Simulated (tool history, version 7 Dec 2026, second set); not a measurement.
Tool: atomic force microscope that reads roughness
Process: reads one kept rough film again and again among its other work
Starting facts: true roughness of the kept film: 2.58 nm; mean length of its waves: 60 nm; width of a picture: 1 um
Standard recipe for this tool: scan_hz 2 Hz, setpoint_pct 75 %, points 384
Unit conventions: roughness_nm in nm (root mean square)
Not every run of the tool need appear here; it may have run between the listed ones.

run	hour	scan_hz	setpoint_pct	points	roughness_nm
1	0	2	75	384	2.282
2	23.9	2	78	384	2.317
3	63.2	2	75	284	2.296
4	90.4	2	75	384	2.347
5	136.7	2	75	317	2.306
6	157.6	2	75	384	2.359
7	202.3	2	75	384	2.279
8	229.1	2	75	384	2.351
9	266	2	75	384	2.303
10	310.1	2	75	384	2.343
11	335.1	2	62	384	2.393
12	376.5	2	75	384	2.351
13	404.5	2.18	75	384	2.276
14	446.9	2	75	384	2.317
15	467.6	0.92	75	384	2.392
16	494.3	0.92	75	384	2.356
17	540.9	0.92	75	384	2.39
18	569.1	0.92	75	340	2.453
19	593.2	0.92	75	340	2.395
20	641.4	0.92	75	340	2.45
21	666.4	0.92	75	340	2.424
22	707.1	0.92	75	340	2.443
23	755	2	61	384	2.385
24	779.5	2	61	384	2.462
25	803.1	2	61	384	2.417
26	852.2	2	71	698	2.385
27	886.9	2	88	290	2.121
28	910	2.66	73	506	2.35
29	953.5	1.1	83	599	2.344
30	1003	1.1	83	599	2.344
31	1044.4	2	75	400	2.338
32	1090.6	2	75	400	2.278
33	1117.1	2	75	400	2.333
34	1144.9	1.92	69	355	2.352
35	1164.7	0.62	63	384	2.415
36	1203.1	0.74	69	496	2.454
37	1239.6	1.1	68	496	2.368
38	1278	3.62	75	509	2.164
39	1312.7	3.62	75	509	2.207
40	1348.9	3.81	75	412	2.146
41	1388.4	2	79	520	2.283
42	1420.5	2	79	520	2.252
43	1457.9	0.78	59	427	2.503
44	1505.9	2	72	368	2.283
45	1551.3	4	79	606	2.057
46	1573.2	0.59	65	384	2.434
47	1605.2	0.59	90	778	2.411
48	1651.2	0.59	90	778	2.327
49	1687.7	1.64	90	871	2.178
50	1714.8	1.64	90	871	2.156

The log once held 27 entries between its listed runs, left out of this copy. Where does each go, and what is different about the tool's unlogged condition between the listed run before it and the listed run after it?
Runs 1 to 2: new tip fitted (hour 23.9)
  radius of the tip, nm: 15.5 -> 5.1; height scale over the true one, %: 0.3 -> 0.32
  measured less the result without the state, roughness_nm: -0.06 -> +0.006 nm (root mean square)
Runs 3 to 4: new tip fitted (hour 90.4)
  radius of the tip, nm: 14.7 -> 5.9; height scale over the true one, %: 0.35 -> 0.37
  measured less the result without the state, roughness_nm: -0.054 -> +0.003 nm (root mean square)
Runs 5 to 6: new tip fitted (hour 157)
  radius of the tip, nm: 16.1 -> 5.6; height scale over the true one, %: 0.4 -> 0.42
  measured less the result without the state, roughness_nm: -0.061 -> +0.006 nm (root mean square)
Runs 7 to 8: new tip fitted (hour 225.3)
  radius of the tip, nm: 15.7 -> 5.8; height scale over the true one, %: 0.45 -> 0.47
  measured less the result without the state, roughness_nm: -0.058 -> +0.006 nm (root mean square)
Runs 9 to 10: new tip fitted (hour 293.5)
  radius of the tip, nm: 15 -> 9.5; height scale over the true one, %: 0.5 -> 0.53
  measured less the result without the state, roughness_nm: -0.052 -> -0.017 nm (root mean square)
Runs 11 to 12: new tip fitted (hour 362.1)
  radius of the tip, nm: 15 -> 9.1; height scale over the true one, %: 0.55 -> 0.58
  measured less the result without the state, roughness_nm: -0.053 -> -0.013 nm (root mean square)
Runs 13 to 14: new tip fitted (hour 429.1)
  radius of the tip, nm: 15.7 -> 9.7; height scale over the true one, %: 0.6 -> 0.63
  measured less the result without the state, roughness_nm: -0.054 -> -0.016 nm (root mean square)
Runs 16 to 17: new tip fitted (hour 497)
  radius of the tip, nm: 20.5 -> 16.3; height scale over the true one, %: 0.67 -> 0.7
  measured less the result without the state, roughness_nm: -0.085 -> -0.058 nm (root mean square)
Runs 17 to 18: new tip fitted (hour 564.7)
  radius of the tip, nm: 16.3 -> 6.1; height scale over the true one, %: 0.7 -> 0.72
  measured less the result without the state, roughness_nm: -0.058 -> +0.01 nm (root mean square)
Runs 19 to 20: new tip fitted (hour 634.4)
  radius of the tip, nm: 12.3 -> 6.9; height scale over the true one, %: 0.74 -> 0.78
  measured less the result without the state, roughness_nm: -0.031 -> +0.006 nm (root mean square)
Runs 21 to 22: new tip fitted (hour 701.8)
  radius of the tip, nm: 12.8 -> 6.8; height scale over the true one, %: 0.8 -> 0.83
  measured less the result without the state, roughness_nm: -0.033 -> +0.009 nm (root mean square)
Runs 22 to 23: height scale calibrated on a step standard (hour 710.5)
  radius of the tip, nm: 6.8 -> 18; height scale over the true one, %: 0.83 -> 1.04
  measured less the result without the state, roughness_nm: +0.009 -> -0.061 nm (root mean square)
Runs 23 to 24: new tip fitted (hour 770.9)
  radius of the tip, nm: 18 -> 7.6; height scale over the true one, %: 1.04 -> 1.06
  measured less the result without the state, roughness_nm: -0.061 -> +0.008 nm (root mean square)
Runs 25 to 26: new tip fitted (hour 837)
  radius of the tip, nm: 13 -> 9.1; height scale over the true one, %: 1.07 -> 1.11
  measured less the result without the state, roughness_nm: -0.028 -> -0.001 nm (root mean square)
Runs 27 to 28: new tip fitted (hour 905.3)
  radius of the tip, nm: 18.5 -> 6.4; height scale over the true one, %: 1.13 -> 1.15
  measured less the result without the state, roughness_nm: -0.055 -> +0.017 nm (root mean square)
Runs 29 to 30: new tip fitted (hour 971.9); height scale calibrated on a step standard, once more (hour 979.2)
  radius of the tip, nm: 15.9 -> 12.5; height scale over the true one, %: 1.18 -> -0.04
  measured less the result without the state, roughness_nm: -0.043 -> -0.05 nm (root mean square)
Runs 30 to 31: new tip fitted (hour 1040.6)
  radius of the tip, nm: 12.5 -> 6; height scale over the true one, %: -0.04 -> -0.01
  measured less the result without the state, roughness_nm: -0.05 -> -0.007 nm (root mean square)
Runs 32 to 33: new tip fitted (hour 1107.7)
  radius of the tip, nm: 16.7 -> 7; height scale over the true one, %: 0.03 -> 0.05
  measured less the result without the state, roughness_nm: -0.073 -> -0.013 nm (root mean square)
Runs 35 to 36: new tip fitted (hour 1176.2)
  radius of the tip, nm: 17.3 -> 12.2; height scale over the true one, %: 0.08 -> 0.11
  measured less the result without the state, roughness_nm: -0.08 -> -0.046 nm (root mean square)
Runs 37 to 38: new tip fitted (hour 1244.2)
  radius of the tip, nm: 20.4 -> 14.1; height scale over the true one, %: 0.14 -> 0.17
  measured less the result without the state, roughness_nm: -0.098 -> -0.052 nm (root mean square)
Runs 38 to 39: new tip fitted (hour 1312.7)
  radius of the tip, nm: 14.1 -> 5; height scale over the true one, %: 0.17 -> 0.19
  measured less the result without the state, roughness_nm: -0.052 -> +0.004 nm (root mean square)
Runs 40 to 41: new tip fitted (hour 1381)
  radius of the tip, nm: 14.5 -> 7.5; height scale over the true one, %: 0.22 -> 0.25
  measured less the result without the state, roughness_nm: -0.052 -> -0.011 nm (root mean square)
Runs 42 to 43: new tip fitted (hour 1450.5)
  radius of the tip, nm: 14.3 -> 7; height scale over the true one, %: 0.27 -> 0.31
  measured less the result without the state, roughness_nm: -0.053 -> -0.006 nm (root mean square)
Runs 44 to 45: new tip fitted (hour 1518.2)
  radius of the tip, nm: 17.7 -> 14.2; height scale over the true one, %: 0.34 -> 0.38
  measured less the result without the state, roughness_nm: -0.073 -> -0.045 nm (root mean square)
Runs 46 to 47: new tip fitted (hour 1588.5)
  radius of the tip, nm: 18.9 -> 9.4; height scale over the true one, %: 0.39 -> 0.42
  measured less the result without the state, roughness_nm: -0.085 -> -0.019 nm (root mean square)
Runs 48 to 49: new tip fitted (hour 1656.1)
  radius of the tip, nm: 19.3 -> 12.7; height scale over the true one, %: 0.45 -> 0.48
  measured less the result without the state, roughness_nm: -0.082 -> -0.036 nm (root mean square)

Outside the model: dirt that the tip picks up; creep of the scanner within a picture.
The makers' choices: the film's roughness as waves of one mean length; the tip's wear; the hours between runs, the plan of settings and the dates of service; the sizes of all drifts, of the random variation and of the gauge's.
